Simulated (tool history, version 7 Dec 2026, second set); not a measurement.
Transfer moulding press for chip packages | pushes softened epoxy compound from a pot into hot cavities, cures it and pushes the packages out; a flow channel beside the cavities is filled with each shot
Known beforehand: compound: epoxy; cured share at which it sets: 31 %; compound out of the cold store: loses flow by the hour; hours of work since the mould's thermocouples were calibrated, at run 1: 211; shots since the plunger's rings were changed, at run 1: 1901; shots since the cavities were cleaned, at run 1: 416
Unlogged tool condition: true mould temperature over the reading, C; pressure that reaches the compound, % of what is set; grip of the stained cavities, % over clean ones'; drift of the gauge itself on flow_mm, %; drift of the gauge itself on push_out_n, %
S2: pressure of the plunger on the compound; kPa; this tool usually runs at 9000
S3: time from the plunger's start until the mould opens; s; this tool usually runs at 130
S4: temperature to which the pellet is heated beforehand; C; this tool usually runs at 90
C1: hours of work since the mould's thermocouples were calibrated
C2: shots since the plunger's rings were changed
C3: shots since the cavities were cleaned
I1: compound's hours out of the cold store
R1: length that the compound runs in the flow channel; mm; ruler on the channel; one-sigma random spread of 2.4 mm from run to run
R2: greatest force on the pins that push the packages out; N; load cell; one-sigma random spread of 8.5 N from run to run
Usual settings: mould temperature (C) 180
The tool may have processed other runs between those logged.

{"run": 1, "hour": 0.0, "mould temperature (C)": 180, "S2": 9000, "S3": 130, "S4": 90, "C1": 211, "C2": 1901, "C3": 416, "I1": 12.9, "R1": 702, "R2": 512}
{"run": 2, "hour": 14.1, "mould temperature (C)": 180, "S2": 9000, "S3": 130, "S4": 90, "C1": 217, "C2": 1985, "C3": 500, "I1": 37.6, "R1": 649, "R2": 523}
{"run": 3, "hour": 28.0, "mould temperature (C)": 180, "S2": 9000, "S3": 130, "S4": 90, "C1": 223, "C2": 2069, "C3": 584, "I1": 17.5, "R1": 688, "R2": 541}
{"run": 4, "hour": 35.3, "mould temperature (C)": 180, "S2": 9000, "S3": 130, "S4": 90, "C1": 226, "C2": 2112, "C3": 627, "I1": 40.9, "R1": 647, "R2": 524}
{"run": 5, "hour": 45.5, "mould temperature (C)": 180, "S2": 9000, "S3": 130, "S4": 90, "C1": 230, "C2": 2174, "C3": 689, "I1": 29.2, "R1": 669, "R2": 547}
{"hour": 52.3, "done": "cavities cleaned with cleaning compound and waxed"}
{"run": 6, "hour": 59.3, "mould temperature (C)": 180, "S2": 9000, "S3": 130, "S4": 90, "C1": 235, "C2": 2247, "C3": 42, "I1": 17.3, "R1": 684, "R2": 410}
{"run": 7, "hour": 67.0, "mould temperature (C)": 180, "S2": 9000, "S3": 130, "S4": 90, "C1": 238, "C2": 2293, "C3": 88, "I1": 45.4, "R1": 636, "R2": 414}
{"run": 8, "hour": 79.2, "mould temperature (C)": 180, "S2": 9000, "S3": 130, "S4": 90, "C1": 244, "C2": 2366, "C3": 161, "I1": 8.9, "R1": 698, "R2": 435}
{"run": 9, "hour": 93.5, "mould temperature (C)": 180, "S2": 9000, "S3": 130, "S4": 90, "C1": 250, "C2": 2452, "C3": 247, "I1": 8.3, "R1": 701, "R2": 436}
{"run": 10, "hour": 100.4, "mould temperature (C)": 180, "S2": 9000, "S3": 130, "S4": 90, "C1": 253, "C2": 2493, "C3": 288, "I1": 17.5, "R1": 680, "R2": 459}
{"run": 11, "hour": 107.5, "mould temperature (C)": 180, "S2": 9000, "S3": 156, "S4": 90, "C1": 256, "C2": 2535, "C3": 330, "I1": 23.6, "R1": 669, "R2": 466}
{"run": 12, "hour": 119.8, "mould temperature (C)": 180, "S2": 9000, "S3": 130, "S4": 94, "C1": 261, "C2": 2609, "C3": 404, "I1": 12.7, "R1": 688, "R2": 497}
{"hour": 123.1, "done": "mould's thermocouples calibrated"}
{"run": 13, "hour": 135.6, "mould temperature (C)": 180, "S2": 9000, "S3": 130, "S4": 94, "C1": 5, "C2": 2692, "C3": 487, "I1": 19.2, "R1": 676, "R2": 498}
{"hour": 146.2, "done": "mould's thermocouples calibrated, once more"}
{"run": 14, "hour": 151.0, "mould temperature (C)": 182, "S2": 7110, "S3": 155, "S4": 95, "C1": 2, "C2": 2772, "C3": 567, "I1": 44.2, "R1": 557, "R2": 502}
{"run": 15, "hour": 159.7, "mould temperature (C)": 182, "S2": 8050, "S3": 155, "S4": 85, "C1": 6, "C2": 2824, "C3": 619, "I1": 21.7, "R1": 628, "R2": 501}
{"run": 16, "hour": 172.3, "mould temperature (C)": 182, "S2": 8050, "S3": 155, "S4": 85, "C1": 11, "C2": 2899, "C3": 694, "I1": 9.0, "R1": 650, "R2": 507}
{"hour": 178.6, "done": "cavities cleaned with cleaning compound and waxed"}
{"run": 17, "hour": 183.5, "mould temperature (C)": 184, "S2": 8050, "S3": 155, "S4": 81, "C1": 15, "C2": 2958, "C3": 30, "I1": 21.0, "R1": 622, "R2": 374}
{"run": 18, "hour": 191.9, "mould temperature (C)": 184, "S2": 10020, "S3": 156, "S4": 81, "C1": 19, "C2": 3008, "C3": 80, "I1": 14.1, "R1": 705, "R2": 392}
{"run": 19, "hour": 205.8, "mould temperature (C)": 184, "S2": 10020, "S3": 156, "S4": 81, "C1": 25, "C2": 3091, "C3": 163, "I1": 14.0, "R1": 707, "R2": 418}
{"hour": 219.9, "done": "plunger's sealing rings changed"}
{"run": 20, "hour": 219.9, "mould temperature (C)": 184, "S2": 10020, "S3": 156, "S4": 81, "C1": 29, "C2": 0, "C3": 233, "I1": 25.9, "R1": 722, "R2": 442}
{"run": 21, "hour": 234.4, "mould temperature (C)": 184, "S2": 10480, "S3": 156, "S4": 83, "C1": 36, "C2": 86, "C3": 319, "I1": 22.4, "R1": 742, "R2": 438}
{"run": 22, "hour": 247.8, "mould temperature (C)": 184, "S2": 10480, "S3": 156, "S4": 83, "C1": 41, "C2": 167, "C3": 400, "I1": 38.2, "R1": 716, "R2": 463}
{"run": 23, "hour": 261.5, "mould temperature (C)": 178, "S2": 8640, "S3": 130, "S4": 90, "C1": 47, "C2": 248, "C3": 481, "I1": 13.6, "R1": 715, "R2": 537}

Alternative continuations, all from the tool just after run 23; predict every row:
{"run": "A", "hour": 271.1, "mould temperature (C)": 180, "S2": 9000, "S3": 144, "S4": 81, "C1": 51, "C2": 306, "C3": 539, "I1": 45.4, "R1": "?", "R2": "?"}
{"run": "B", "hour": 271.1, "mould temperature (C)": 180, "S2": 7510, "S3": 145, "S4": 90, "C1": 51, "C2": 306, "C3": 539, "I1": 45.2, "R1": "?", "R2": "?"}
{"run": "C", "hour": 271.1, "mould temperature (C)": 178, "S2": 8640, "S3": 132, "S4": 99, "C1": 51, "C2": 306, "C3": 539, "I1": 35.2, "R1": "?", "R2": "?"}
{"run": "D", "hour": 271.1, "mould temperature (C)": 185, "S2": 9660, "S3": 130, "S4": 88, "C1": 51, "C2": 306, "C3": 539, "I1": 31.3, "R1": "?", "R2": "?"}

run=A R1=664 R2=516
run=B R1=602 R2=505
run=C R1=673 R2=545
run=D R1=691 R2=497
Stripped of hidden state, with their random variation kept, the same runs would have yielded:
run=A R1=669 R2=372
run=B R1=606 R2=362
run=C R1=678 R2=392
run=D R1=696 R2=358
